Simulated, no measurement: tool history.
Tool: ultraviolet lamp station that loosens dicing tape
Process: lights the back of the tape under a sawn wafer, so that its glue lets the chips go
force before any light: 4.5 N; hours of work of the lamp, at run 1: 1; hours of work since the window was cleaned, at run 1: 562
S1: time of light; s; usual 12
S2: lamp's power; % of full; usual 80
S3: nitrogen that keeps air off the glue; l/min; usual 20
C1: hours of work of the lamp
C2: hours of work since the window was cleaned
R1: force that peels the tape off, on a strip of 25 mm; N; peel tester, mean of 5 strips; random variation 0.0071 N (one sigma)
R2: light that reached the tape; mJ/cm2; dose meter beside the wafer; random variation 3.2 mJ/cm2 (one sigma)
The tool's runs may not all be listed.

Run 1, hour 0: usual settings; C1 1; C2 562. Result: R1 0.296 N, R2 460 mJ/cm2.
Run 2, hour 23.2: usual settings but S1 9 s; C1 17; C2 578. Result: R1 0.505 N, R2 342 mJ/cm2.
Run 3, hour 47.4: usual settings but S1 9 s; C1 33; C2 594. Result: R1 0.518 N, R2 341 mJ/cm2.
Run 4, hour 76.4: usual settings but S1 9 s; C1 53; C2 614. Result: R1 0.513 N, R2 339 mJ/cm2.
Run 5, hour 92.2: usual settings but S1 9 s; C1 64; C2 625. Result: R1 0.521 N, R2 340 mJ/cm2.
At hour 101.5: window cleaned of glue's vapour.
Run 6, hour 125.6: usual settings but S3 34 l/min; C1 86; C2 16. Result: R1 0.202 N, R2 473 mJ/cm2.
Run 7, hour 146.5: usual settings; C1 101; C2 31. Result: R1 0.266 N, R2 475 mJ/cm2.
Run 8, hour 166.3: usual settings but S2 66 % of full; C1 114; C2 44. Result: R1 0.409 N, R2 397 mJ/cm2.
Run 9, hour 183.7: usual settings but S3 10 l/min; C1 126; C2 56. Result: R1 0.456 N, R2 472 mJ/cm2.
Run 10, hour 199.8: usual settings; C1 137; C2 67. Result: R1 0.269 N, R2 464 mJ/cm2.
Run 11, hour 232.7: usual settings; C1 159; C2 90. Result: R1 0.273 N, R2 469 mJ/cm2.
Run 12, hour 256.8: usual settings but S3 31 l/min; C1 176; C2 106. Result: R1 0.205 N, R2 464 mJ/cm2.
Run 13, hour 290.3: usual settings but S3 31 l/min; C1 199; C2 129. Result: R1 0.219 N, R2 463 mJ/cm2.
Run 14, hour 313: usual settings but S3 31 l/min; C1 214; C2 144. Result: R1 0.211 N, R2 461 mJ/cm2.
Run 15, hour 337.7: usual settings but S1 10 s, S2 89 % of full, S3 32 l/min; C1 231; C2 161. Result: R1 0.254 N, R2 424 mJ/cm2.
Run 16, hour 365.5: usual settings but S1 11 s, S2 93 % of full, S3 9 l/min; C1 250; C2 180. Result: R1 0.472 N, R2 488 mJ/cm2.
Run 17, hour 395.3: usual settings but S1 11 s, S2 93 % of full, S3 9 l/min; C1 270; C2 201. Result: R1 0.471 N, R2 483 mJ/cm2.
Run 18, hour 422.8: usual settings but S1 11 s, S2 93 % of full, S3 9 l/min; C1 289; C2 219. Result: R1 0.478 N, R2 480 mJ/cm2.
Run 19, hour 439.1: usual settings but S3 16 l/min; C1 300; C2 231. Result: R1 0.354 N, R2 453 mJ/cm2.
Run 20, hour 465.9: usual settings but S1 8 s, S2 81 % of full; C1 319; C2 249. Result: R1 0.643 N, R2 300 mJ/cm2.
Run 21, hour 493.4: usual settings but S1 16 s, S2 64 % of full, S3 11 l/min; C1 337; C2 268. Result: R1 0.424 N, R2 477 mJ/cm2.
Run 22, hour 510.7: usual settings but S2 86 % of full, S3 37 l/min; C1 349; C2 279. Result: R1 0.17 N, R2 474 mJ/cm2.
Run 23, hour 538.3: usual settings but S2 86 % of full, S3 37 l/min; C1 368; C2 298. Result: R1 0.177 N, R2 474 mJ/cm2.

How the hidden state differs across the entries between the runs, from the last listed run before each to the first after it:
Between runs 5 and 6: window cleaned of glue's vapour (hour 101.5)
  lamp's light, % of a new lamp's: 97.6 -> 97.2; light that the window lets through, % of a clean one's: 94.1 -> 99.7
  measured less the result without the state, R1: +0.079 -> +0.011 N; R2: -30 -> -15 mJ/cm2
